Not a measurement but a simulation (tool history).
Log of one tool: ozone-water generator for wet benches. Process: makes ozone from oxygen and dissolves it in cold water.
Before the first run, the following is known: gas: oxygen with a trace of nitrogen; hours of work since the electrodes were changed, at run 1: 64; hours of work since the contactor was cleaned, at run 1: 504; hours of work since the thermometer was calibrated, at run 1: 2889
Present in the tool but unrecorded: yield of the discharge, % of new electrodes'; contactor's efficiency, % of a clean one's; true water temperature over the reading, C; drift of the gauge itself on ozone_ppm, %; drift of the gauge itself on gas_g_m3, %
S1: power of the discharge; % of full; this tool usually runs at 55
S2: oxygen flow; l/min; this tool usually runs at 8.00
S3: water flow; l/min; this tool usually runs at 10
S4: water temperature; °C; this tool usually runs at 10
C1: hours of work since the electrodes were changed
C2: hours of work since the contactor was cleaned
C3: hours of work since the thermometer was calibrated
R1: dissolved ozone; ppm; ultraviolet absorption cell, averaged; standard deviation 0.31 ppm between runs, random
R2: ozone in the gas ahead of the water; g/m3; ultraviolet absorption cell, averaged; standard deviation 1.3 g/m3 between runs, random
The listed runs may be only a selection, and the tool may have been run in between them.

run,day,S1,S2,S3,S4,C1,C2,C3,R1,R2
1,0.000,55,8.00,10,10,64,504,2889,48.5,233.5
2,1.679,55,8.00,10,10,101,541,2926,48.4,234.9
3,3.292,55,6.75,10,10,136,577,2962,47.8,246.4
4,4.788,55,6.75,10,10,170,610,2995,47.6,243.8
5,6.150,55,8.00,10,10,200,640,3025,48.4,232.2
6,7.300,55,8.00,10,10,225,666,3050,47.8,233.4
# day 7.767: water thermometer calibrated
7,9.446,55,8.00,10,10,272,713,37,47.9,230.9
8,10.442,55,8.00,15,10,294,735,59,37.9,232.3
9,12.258,55,8.00,15,17,335,775,99,33.5,232.2
10,13.438,55,8.00,12,10,361,801,126,43.4,230.9
11,14.967,55,8.00,10,7,395,835,159,51.0,230.0
12,15.975,55,8.00,10,7,417,857,182,50.9,231.7
13,17.508,55,8.00,6,10,451,891,216,59.9,230.7
14,19.317,55,8.00,10,10,491,931,256,48.0,232.7
15,21.192,55,8.00,10,10,532,973,297,47.9,230.4
16,23.000,99,8.00,10,10,572,1013,337,69.0,334.9
17,24.988,61,8.00,10,10,616,1057,381,50.9,244.3
18,26.062,66,11.32,15,9,640,1081,405,44.5,234.3
19,27.721,66,11.32,15,9,677,1117,442,44.0,233.2
20,29.300,87,10.55,7,6,712,1152,477,81.6,282.5
21,30.346,100,8.00,10,11,735,1175,500,67.2,333.1
# day 30.633: contactor cleaned
22,31.471,72,11.27,14,14,756,19,521,43.6,244.6
23,32.838,72,11.27,14,14,787,49,551,43.1,244.0
24,34.088,48,8.00,10,5,814,77,579,47.9,212.5
25,35.996,50,8.00,10,14,857,119,621,41.3,213.1
26,37.604,50,8.00,8,14,892,154,657,45.5,217.9
# day 38.521: contactor cleaned, once more
27,39.533,50,8.00,8,14,931,22,696,45.6,216.8
28,41.471,80,5.64,12,8,974,65,739,54.1,321.8
29,42.971,55,6.88,14,6,1007,99,772,41.3,241.3
30,44.604,55,8.00,12,6,1043,135,808,46.6,229.7
31,46.454,55,8.00,12,6,1084,176,849,46.2,229.6
32,48.308,55,11.12,12,10,1125,217,890,43.6,207.0
33,49.996,55,7.50,10,10,1163,254,928,47.6,233.3
34,51.550,55,7.50,10,10,1197,289,962,47.6,233.6

Each row is a separate what-if for the run after 34, all from the same tool condition, not one after another. Results?
A,52.412,41,7.50,9,9,1216,308,981,?,?
B,52.412,86,7.50,11,6,1216,308,981,?,?
C,52.412,55,4.22,10,11,1216,308,981,?,?

run,R1,R2
A,42.5,195.1
B,63.6,307.4
C,43.8,276.7
Had the tool no hidden state, the same runs would have come out as:
run,R1,R2
A,43.4,197.9
B,65.6,314.8
C,44.9,281.7
